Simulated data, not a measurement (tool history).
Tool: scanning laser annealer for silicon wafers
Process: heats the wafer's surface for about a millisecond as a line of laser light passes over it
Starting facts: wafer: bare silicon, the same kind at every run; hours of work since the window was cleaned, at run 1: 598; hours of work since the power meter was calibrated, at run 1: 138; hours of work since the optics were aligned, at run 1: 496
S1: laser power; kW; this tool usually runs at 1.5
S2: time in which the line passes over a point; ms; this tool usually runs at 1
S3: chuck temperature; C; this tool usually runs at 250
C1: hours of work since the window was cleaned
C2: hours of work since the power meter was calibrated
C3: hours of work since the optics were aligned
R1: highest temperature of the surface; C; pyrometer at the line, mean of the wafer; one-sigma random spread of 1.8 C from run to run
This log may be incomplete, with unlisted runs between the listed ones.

Run 1, hour 0: usual settings; C1 598; C2 138; C3 496. Result: R1 1057 C.
Run 2, hour 21.9: usual settings; C1 610; C2 150; C3 508. Result: R1 1061 C.
Run 3, hour 39.5: usual settings; C1 620; C2 160; C3 517. Result: R1 1057 C.
Run 4, hour 50.8: usual settings; C1 626; C2 166; C3 524. Result: R1 1056 C.
Run 5, hour 65.4: usual settings; C1 634; C2 174; C3 532. Result: R1 1056 C.
Run 6, hour 80.5: usual settings but S3 225 C; C1 642; C2 182; C3 540. Result: R1 1035 C.
Run 7, hour 92.1: usual settings; C1 648; C2 189; C3 546. Result: R1 1060 C.
Run 8, hour 108.6: usual settings; C1 657; C2 197; C3 555. Result: R1 1057 C.
Run 9, hour 127.1: usual settings but S3 218 C; C1 667; C2 208; C3 565. Result: R1 1025 C.
Run 10, hour 144.5: usual settings but S3 218 C; C1 677; C2 217; C3 575. Result: R1 1022 C.
Run 11, hour 160.9: usual settings but S3 257 C; C1 686; C2 226; C3 584. Result: R1 1061 C.
Run 12, hour 180.5: usual settings; C1 697; C2 237; C3 594. Result: R1 1060 C.
Run 13, hour 198.2: usual settings but S3 247 C; C1 706; C2 246; C3 604. Result: R1 1052 C.
Run 14, hour 213.9: usual settings but S3 247 C; C1 715; C2 255; C3 613. Result: R1 1054 C.
Run 15, hour 233.9: usual settings but S1 1.354 kW; C1 726; C2 266; C3 624. Result: R1 981 C.
Run 16, hour 246.6: usual settings; C1 733; C2 273; C3 630. Result: R1 1057 C.
Run 17, hour 257.8: usual settings but S2 1.12 ms; C1 739; C2 279; C3 637. Result: R1 1105 C.
Run 18, hour 274.4: usual settings but S2 1.12 ms; C1 748; C2 288; C3 646. Result: R1 1109 C.
Run 19, hour 284.3: usual settings but S3 262 C; C1 753; C2 293; C3 651. Result: R1 1069 C.
Run 20, hour 295.5: usual settings but S3 262 C; C1 759; C2 299; C3 657. Result: R1 1068 C.
Run 21, hour 306.6: usual settings but S2 0.73 ms, S3 288 C; C1 765; C2 306; C3 663. Result: R1 965 C.
Run 22, hour 324.7: usual settings but S2 0.73 ms, S3 288 C; C1 775; C2 315; C3 673. Result: R1 969 C.
Run 23, hour 348.1: usual settings but S1 1.569 kW, S3 280 C; C1 788; C2 328; C3 686. Result: R1 1124 C.
Run 24, hour 363: usual settings but S1 1.279 kW, S2 0.73 ms, S3 261 C; C1 796; C2 336; C3 694. Result: R1 841 C.
Run 25, hour 383.7: usual settings but S1 1.334 kW; C1 807; C2 348; C3 705. Result: R1 968 C.
Run 26, hour 399: usual settings but S2 0.86 ms, S3 227 C; C1 816; C2 356; C3 714. Result: R1 972 C.
Run 27, hour 408.7: usual settings but S2 0.86 ms, S3 227 C; C1 821; C2 361; C3 719. Result: R1 968 C.
Run 28, hour 430.1: usual settings but S1 1.323 kW, S2 0.89 ms, S3 241 C; C1 833; C2 373; C3 731. Result: R1 911 C.
Run 29, hour 449.5: usual settings but S1 1.562 kW; C1 843; C2 383; C3 741. Result: R1 1091 C.
Run 30, hour 464.3: usual settings but S1 1.615 kW, S3 272 C; C1 851; C2 392; C3 749. Result: R1 1144 C.
Run 31, hour 473.9: usual settings but S2 1.03 ms, S3 213 C; C1 857; C2 397; C3 754. Result: R1 1033 C.
Run 32, hour 483.7: usual settings but S2 1.03 ms, S3 283 C; C1 862; C2 402; C3 760. Result: R1 1103 C.
At hour 486.8: window over the wafer cleaned.
Run 33, hour 496.1: usual settings but S1 1.504 kW, S2 1.09 ms; C1 5; C2 408; C3 766. Result: R1 1103 C.
Run 34, hour 514.7: usual settings but S1 1.373 kW, S2 1.09 ms, S3 247 C; C1 15; C2 418; C3 776. Result: R1 1021 C.
Run 35, hour 534: usual settings but S1 1.373 kW, S2 0.79 ms, S3 275 C; C1 26; C2 429; C3 786. Result: R1 927 C.
Run 36, hour 552.8: usual settings but S1 1.373 kW, S2 1.08 ms, S3 229 C; C1 36; C2 439; C3 796. Result: R1 1000 C.
Run 37, hour 573.7: usual settings but S1 1.373 kW, S2 1.08 ms, S3 229 C; C1 47; C2 450; C3 808. Result: R1 999 C.

What differs in the tool's unlogged condition from the final listed run ahead of each entry between runs to the first listed run following it?
Logged between run 32 and run 33: window over the wafer cleaned (hour 486.8)
  light that passes the window, % of a clean one's: 99.75 -> 100
  measured less the result without the state, R1: -2 -> +0 C
